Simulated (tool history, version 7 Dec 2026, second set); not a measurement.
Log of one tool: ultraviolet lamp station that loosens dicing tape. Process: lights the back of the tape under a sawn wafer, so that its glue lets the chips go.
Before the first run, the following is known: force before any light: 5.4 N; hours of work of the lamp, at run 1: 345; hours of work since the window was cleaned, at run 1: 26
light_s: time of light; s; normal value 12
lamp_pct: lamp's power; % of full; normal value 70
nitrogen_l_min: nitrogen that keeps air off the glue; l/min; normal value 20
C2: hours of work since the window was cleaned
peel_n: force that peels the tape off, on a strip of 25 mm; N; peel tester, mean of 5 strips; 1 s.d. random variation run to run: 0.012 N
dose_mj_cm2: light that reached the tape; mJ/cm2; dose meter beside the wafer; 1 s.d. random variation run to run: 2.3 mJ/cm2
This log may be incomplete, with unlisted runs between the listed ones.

Run 1, hour 0.0: usual settings; hours of work of the lamp 345; C2 26. Result: peel_n 0.622 N, dose_mj_cm2 190 mJ/cm2.
Run 2, hour 9.0: usual settings; hours of work of the lamp 349; C2 30. Result: peel_n 0.615 N, dose_mj_cm2 192 mJ/cm2.
Run 3, hour 23.4: usual settings; hours of work of the lamp 355; C2 36. Result: peel_n 0.615 N, dose_mj_cm2 190 mJ/cm2.
Run 4, hour 32.7: usual settings but nitrogen_l_min 17 l/min; hours of work of the lamp 358; C2 40. Result: peel_n 0.693 N, dose_mj_cm2 188 mJ/cm2.
Run 5, hour 48.3: usual settings but nitrogen_l_min 17 l/min; hours of work of the lamp 365; C2 46. Result: peel_n 0.718 N, dose_mj_cm2 186 mJ/cm2.
Run 6, hour 69.7: usual settings; hours of work of the lamp 374; C2 55. Result: peel_n 0.632 N, dose_mj_cm2 190 mJ/cm2.
Run 7, hour 86.7: usual settings but lamp_pct 68 % of full; hours of work of the lamp 381; C2 62. Result: peel_n 0.676 N, dose_mj_cm2 180 mJ/cm2.
Run 8, hour 106.4: usual settings but lamp_pct 68 % of full; hours of work of the lamp 389; C2 70. Result: peel_n 0.682 N, dose_mj_cm2 180 mJ/cm2.
Run 9, hour 116.5: usual settings but lamp_pct 68 % of full; hours of work of the lamp 393; C2 74. Result: peel_n 0.684 N, dose_mj_cm2 178 mJ/cm2.
Run 10, hour 131.4: usual settings but lamp_pct 68 % of full; hours of work of the lamp 399; C2 81. Result: peel_n 0.668 N, dose_mj_cm2 182 mJ/cm2.
Run 11, hour 145.5: usual settings but nitrogen_l_min 14 l/min; hours of work of the lamp 405; C2 86. Result: peel_n 0.839 N, dose_mj_cm2 183 mJ/cm2.
Run 12, hour 158.9: usual settings but nitrogen_l_min 14 l/min; hours of work of the lamp 410; C2 92. Result: peel_n 0.850 N, dose_mj_cm2 184 mJ/cm2.
Run 13, hour 175.2: usual settings; hours of work of the lamp 417; C2 99. Result: peel_n 0.652 N, dose_mj_cm2 184 mJ/cm2.
Run 14, hour 196.0: usual settings; hours of work of the lamp 426; C2 107. Result: peel_n 0.682 N, dose_mj_cm2 183 mJ/cm2.
Run 15, hour 215.6: usual settings; hours of work of the lamp 434; C2 115. Result: peel_n 0.637 N, dose_mj_cm2 186 mJ/cm2.
Run 16, hour 235.5: usual settings but light_s 8 s; hours of work of the lamp 442; C2 123. Result: peel_n 1.268 N, dose_mj_cm2 120 mJ/cm2.
At hour 237.5: window cleaned of glue's vapour.
Run 17, hour 249.1: usual settings but light_s 8 s; hours of work of the lamp 447; C2 5. Result: peel_n 1.320 N, dose_mj_cm2 118 mJ/cm2.
Run 18, hour 262.0: usual settings but light_s 8 s; hours of work of the lamp 453; C2 10. Result: peel_n 1.335 N, dose_mj_cm2 117 mJ/cm2.
At hour 267.1: window cleaned of glue's vapour, once more.
Run 19, hour 279.9: usual settings but light_s 8 s; hours of work of the lamp 460; C2 5. Result: peel_n 1.237 N, dose_mj_cm2 127 mJ/cm2.
Run 20, hour 294.3: usual settings but light_s 7 s; hours of work of the lamp 466; C2 11. Result: peel_n 1.485 N, dose_mj_cm2 111 mJ/cm2.
Run 21, hour 303.6: usual settings but light_s 7 s; hours of work of the lamp 470; C2 15. Result: peel_n 1.461 N, dose_mj_cm2 109 mJ/cm2.
Run 22, hour 318.4: usual settings but light_s 9 s, lamp_pct 68 % of full, nitrogen_l_min 26 l/min; hours of work of the lamp 476; C2 21. Result: peel_n 0.950 N, dose_mj_cm2 136 mJ/cm2.
Run 23, hour 336.5: usual settings but light_s 9 s, lamp_pct 68 % of full, nitrogen_l_min 26 l/min; hours of work of the lamp 483; C2 29. Result: peel_n 0.941 N, dose_mj_cm2 135 mJ/cm2.
Run 24, hour 357.1: usual settings but light_s 24 s, lamp_pct 94 % of full, nitrogen_l_min 18 l/min; hours of work of the lamp 492; C2 37. Result: peel_n 0.209 N, dose_mj_cm2 486 mJ/cm2.
Run 25, hour 372.0: usual settings but light_s 20 s, lamp_pct 71 % of full, nitrogen_l_min 8 l/min; hours of work of the lamp 498; C2 43. Result: peel_n 0.529 N, dose_mj_cm2 309 mJ/cm2.
Run 26, hour 388.0: usual settings but light_s 16 s, lamp_pct 95 % of full, nitrogen_l_min 18 l/min; hours of work of the lamp 504; C2 50. Result: peel_n 0.269 N, dose_mj_cm2 327 mJ/cm2.
Run 27, hour 396.9: usual settings but light_s 16 s, lamp_pct 84 % of full, nitrogen_l_min 8 l/min; hours of work of the lamp 508; C2 53. Result: peel_n 0.579 N, dose_mj_cm2 293 mJ/cm2.
Run 28, hour 413.7: usual settings but light_s 16 s, lamp_pct 84 % of full, nitrogen_l_min 8 l/min; hours of work of the lamp 515; C2 60. Result: peel_n 0.589 N, dose_mj_cm2 288 mJ/cm2.
Run 29, hour 435.0: usual settings but light_s 7 s, lamp_pct 95 % of full, nitrogen_l_min 14 l/min; hours of work of the lamp 524; C2 69. Result: peel_n 1.230 N, dose_mj_cm2 142 mJ/cm2.
Run 30, hour 448.3: usual settings but light_s 7 s, lamp_pct 95 % of full, nitrogen_l_min 14 l/min; hours of work of the lamp 529; C2 75. Result: peel_n 1.235 N, dose_mj_cm2 147 mJ/cm2.
Run 31, hour 457.9: usual settings but lamp_pct 94 % of full, nitrogen_l_min 18 l/min; hours of work of the lamp 533; C2 79. Result: peel_n 0.455 N, dose_mj_cm2 242 mJ/cm2.
Run 32, hour 475.9: usual settings but lamp_pct 94 % of full, nitrogen_l_min 18 l/min; hours of work of the lamp 541; C2 86. Result: peel_n 0.450 N, dose_mj_cm2 239 mJ/cm2.
Run 33, hour 494.2: usual settings but light_s 10 s, lamp_pct 84 % of full, nitrogen_l_min 21 l/min; hours of work of the lamp 548; C2 93. Result: peel_n 0.690 N, dose_mj_cm2 176 mJ/cm2.
Run 34, hour 512.9: usual settings but light_s 10 s, lamp_pct 83 % of full, nitrogen_l_min 7 l/min; hours of work of the lamp 556; C2 101. Result: peel_n 1.402 N, dose_mj_cm2 176 mJ/cm2.
Run 35, hour 521.7: usual settings but light_s 6 s, lamp_pct 64 % of full, nitrogen_l_min 9 l/min; hours of work of the lamp 559; C2 105. Result: peel_n 2.632 N, dose_mj_cm2 81 mJ/cm2.
Run 36, hour 541.3: usual settings but light_s 8 s, lamp_pct 84 % of full, nitrogen_l_min 15 l/min; hours of work of the lamp 567; C2 113. Result: peel_n 1.253 N, dose_mj_cm2 139 mJ/cm2.
Run 37, hour 562.6: usual settings but light_s 19 s, lamp_pct 84 % of full, nitrogen_l_min 15 l/min; hours of work of the lamp 576; C2 122. Result: peel_n 0.317 N, dose_mj_cm2 333 mJ/cm2.
Run 38, hour 579.4: usual settings but light_s 19 s, lamp_pct 71 % of full, nitrogen_l_min 27 l/min; hours of work of the lamp 583; C2 129. Result: peel_n 0.275 N, dose_mj_cm2 282 mJ/cm2.
Run 39, hour 595.9: usual settings but lamp_pct 88 % of full; hours of work of the lamp 590; C2 135. Result: peel_n 0.492 N, dose_mj_cm2 218 mJ/cm2.
Run 40, hour 611.3: usual settings but lamp_pct 78 % of full, nitrogen_l_min 8 l/min; hours of work of the lamp 596; C2 142. Result: peel_n 1.125 N, dose_mj_cm2 197 mJ/cm2.
Run 41, hour 624.8: usual settings but light_s 13 s, lamp_pct 89 % of full, nitrogen_l_min 18 l/min; hours of work of the lamp 602; C2 147. Result: peel_n 0.447 N, dose_mj_cm2 238 mJ/cm2.
Run 42, hour 641.5: usual settings but light_s 13 s, lamp_pct 89 % of full, nitrogen_l_min 18 l/min; hours of work of the lamp 609; C2 154. Result: peel_n 0.475 N, dose_mj_cm2 239 mJ/cm2.

Hidden state at the last listed run before each entry between runs and at the first one after, where it differs:
Run 16 -> run 17: window cleaned of glue's vapour (hour 237.5)
  lamp's light, % of a new lamp's: 90.1 -> 90; light that the window lets through, % of a clean one's: 96.7 -> 94.4
  measured result minus the result with no hidden state, peel_n: +0.224 -> +0.268 N; dose_mj_cm2: -18 -> -21 mJ/cm2
Run 18 -> run 19: window cleaned of glue's vapour, once more (hour 267.1)
  lamp's light, % of a new lamp's: 89.9 -> 89.7; light that the window lets through, % of a clean one's: 94.3 -> 99.7
  measured result minus the result with no hidden state, peel_n: +0.276 -> +0.180 N; dose_mj_cm2: -21 -> -15 mJ/cm2

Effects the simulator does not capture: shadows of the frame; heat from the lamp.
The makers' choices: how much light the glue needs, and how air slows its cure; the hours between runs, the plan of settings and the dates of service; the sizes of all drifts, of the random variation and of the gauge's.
